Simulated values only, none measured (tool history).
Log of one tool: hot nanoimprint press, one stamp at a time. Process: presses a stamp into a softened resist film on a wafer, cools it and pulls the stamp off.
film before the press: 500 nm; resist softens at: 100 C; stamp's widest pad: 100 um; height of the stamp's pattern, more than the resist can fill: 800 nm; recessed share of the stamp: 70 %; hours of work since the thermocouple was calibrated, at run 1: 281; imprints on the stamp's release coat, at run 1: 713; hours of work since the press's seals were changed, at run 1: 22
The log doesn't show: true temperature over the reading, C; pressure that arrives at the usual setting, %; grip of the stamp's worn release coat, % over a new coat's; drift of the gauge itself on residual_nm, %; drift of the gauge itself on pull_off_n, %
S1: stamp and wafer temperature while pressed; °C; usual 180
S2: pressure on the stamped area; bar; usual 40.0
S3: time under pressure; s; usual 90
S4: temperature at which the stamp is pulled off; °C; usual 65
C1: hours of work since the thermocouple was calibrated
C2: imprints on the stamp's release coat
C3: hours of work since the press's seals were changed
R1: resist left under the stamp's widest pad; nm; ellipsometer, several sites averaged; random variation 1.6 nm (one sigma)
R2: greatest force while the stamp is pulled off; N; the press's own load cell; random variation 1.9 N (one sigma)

{"run": 1, "hour": 0.0, "S1": 180, "S2": 40.0, "S3": 90, "S4": 65, "C1": 281, "C2": 713, "C3": 22, "R1": 287.3, "R2": 211}
{"run": 2, "hour": 45.2, "S1": 180, "S2": 40.0, "S3": 90, "S4": 65, "C1": 305, "C2": 845, "C3": 45, "R1": 290.7, "R2": 215}
{"run": 3, "hour": 78.1, "S1": 180, "S2": 40.0, "S3": 90, "S4": 54, "C1": 322, "C2": 941, "C3": 62, "R1": 291.4, "R2": 255}
{"run": 4, "hour": 101.8, "S1": 180, "S2": 40.0, "S3": 90, "S4": 54, "C1": 334, "C2": 1011, "C3": 75, "R1": 292.6, "R2": 260}
{"run": 5, "hour": 144.9, "S1": 180, "S2": 40.0, "S3": 90, "S4": 54, "C1": 357, "C2": 1137, "C3": 97, "R1": 294.9, "R2": 261}
{"run": 6, "hour": 175.8, "S1": 180, "S2": 40.0, "S3": 90, "S4": 54, "C1": 373, "C2": 1227, "C3": 113, "R1": 297.8, "R2": 261}
{"run": 7, "hour": 197.4, "S1": 180, "S2": 40.0, "S3": 90, "S4": 65, "C1": 384, "C2": 1291, "C3": 125, "R1": 295.1, "R2": 226}
{"run": 8, "hour": 234.7, "S1": 180, "S2": 40.0, "S3": 90, "S4": 65, "C1": 403, "C2": 1400, "C3": 144, "R1": 295.0, "R2": 229}
{"hour": 267.4, "done": "stamp cleaned and given a new release coat"}
{"run": 9, "hour": 278.6, "S1": 180, "S2": 40.0, "S3": 55, "S4": 65, "C1": 423, "C2": 33, "C3": 164, "R1": 343.6, "R2": 198}
{"run": 10, "hour": 300.5, "S1": 180, "S2": 40.0, "S3": 90, "S4": 65, "C1": 435, "C2": 97, "C3": 175, "R1": 299.7, "R2": 200}
{"run": 11, "hour": 327.2, "S1": 180, "S2": 40.0, "S3": 90, "S4": 65, "C1": 449, "C2": 175, "C3": 189, "R1": 297.9, "R2": 207}
{"run": 12, "hour": 347.7, "S1": 180, "S2": 44.8, "S3": 90, "S4": 65, "C1": 459, "C2": 235, "C3": 200, "R1": 287.8, "R2": 205}
{"run": 13, "hour": 394.0, "S1": 172, "S2": 44.8, "S3": 90, "S4": 65, "C1": 483, "C2": 371, "C3": 224, "R1": 383.5, "R2": 207}
{"run": 14, "hour": 433.9, "S1": 180, "S2": 40.0, "S3": 90, "S4": 65, "C1": 504, "C2": 488, "C3": 245, "R1": 301.6, "R2": 205}
{"run": 15, "hour": 468.9, "S1": 180, "S2": 40.0, "S3": 90, "S4": 65, "C1": 523, "C2": 590, "C3": 263, "R1": 302.7, "R2": 212}
{"run": 16, "hour": 493.6, "S1": 180, "S2": 40.0, "S3": 90, "S4": 65, "C1": 535, "C2": 662, "C3": 276, "R1": 304.1, "R2": 216}
{"run": 17, "hour": 516.9, "S1": 186, "S2": 40.0, "S3": 96, "S4": 65, "C1": 548, "C2": 731, "C3": 288, "R1": 234.4, "R2": 218}
{"run": 18, "hour": 541.2, "S1": 180, "S2": 29.8, "S3": 50, "S4": 65, "C1": 560, "C2": 802, "C3": 301, "R1": 390.1, "R2": 219}
{"run": 19, "hour": 585.6, "S1": 185, "S2": 58.9, "S3": 105, "S4": 65, "C1": 583, "C2": 932, "C3": 324, "R1": 197.3, "R2": 222}
{"hour": 608.6, "done": "plate thermocouple calibrated"}
{"run": 20, "hour": 628.2, "S1": 185, "S2": 58.9, "S3": 53, "S4": 73, "C1": 10, "C2": 1048, "C3": 345, "R1": 228.0, "R2": 190}
{"run": 21, "hour": 662.5, "S1": 185, "S2": 58.9, "S3": 53, "S4": 73, "C1": 28, "C2": 1148, "C3": 363, "R1": 229.6, "R2": 193}
{"run": 22, "hour": 710.1, "S1": 170, "S2": 34.8, "S3": 165, "S4": 62, "C1": 53, "C2": 1287, "C3": 388, "R1": 367.5, "R2": 236}
{"run": 23, "hour": 749.9, "S1": 180, "S2": 40.0, "S3": 90, "S4": 70, "C1": 74, "C2": 1404, "C3": 408, "R1": 285.5, "R2": 210}
{"hour": 780.7, "done": "stamp cleaned and given a new release coat"}
{"run": 24, "hour": 782.1, "S1": 189, "S2": 28.8, "S3": 90, "S4": 65, "C1": 87, "C2": 4, "C3": 422, "R1": 229.7, "R2": 194}
{"run": 25, "hour": 829.7, "S1": 180, "S2": 40.0, "S3": 90, "S4": 61, "C1": 112, "C2": 143, "C3": 447, "R1": 285.7, "R2": 214}
{"run": 26, "hour": 861.5, "S1": 180, "S2": 40.0, "S3": 53, "S4": 65, "C1": 129, "C2": 236, "C3": 463, "R1": 336.5, "R2": 200}
{"run": 27, "hour": 901.6, "S1": 180, "S2": 27.9, "S3": 90, "S4": 65, "C1": 150, "C2": 354, "C3": 484, "R1": 331.2, "R2": 205}
{"run": 28, "hour": 942.9, "S1": 170, "S2": 48.2, "S3": 74, "S4": 72, "C1": 171, "C2": 475, "C3": 506, "R1": 395.6, "R2": 188}
{"run": 29, "hour": 962.3, "S1": 170, "S2": 48.2, "S3": 74, "S4": 72, "C1": 181, "C2": 531, "C3": 516, "R1": 397.1, "R2": 189}
{"run": 30, "hour": 1005.0, "S1": 170, "S2": 48.2, "S3": 74, "S4": 72, "C1": 204, "C2": 656, "C3": 538, "R1": 400.4, "R2": 189}

Forecast each of these 4 alternatives for the next run:
{"run": "A", "hour": 1025.4, "S1": 182, "S2": 48.2, "S3": 66, "S4": 55, "C1": 214, "C2": 716, "C3": 549, "R1": "?", "R2": "?"}
{"run": "B", "hour": 1025.4, "S1": 168, "S2": 40.0, "S3": 90, "S4": 62, "C1": 214, "C2": 716, "C3": 549, "R1": "?", "R2": "?"}
{"run": "C", "hour": 1025.4, "S1": 169, "S2": 56.3, "S3": 56, "S4": 72, "C1": 214, "C2": 716, "C3": 549, "R1": "?", "R2": "?"}
{"run": "D", "hour": 1025.4, "S1": 180, "S2": 40.0, "S3": 138, "S4": 65, "C1": 214, "C2": 716, "C3": 549, "R1": "?", "R2": "?"}

run=A R1=276.4 R2=246
run=B R1=417.9 R2=225
run=C R1=416.5 R2=191
run=D R1=255.0 R2=211
Without the tool's hidden state the same runs would have given:
run=A R1=262.2 R2=226
run=B R1=407.7 R2=206
run=C R1=404.1 R2=175
run=D R1=242.1 R2=193
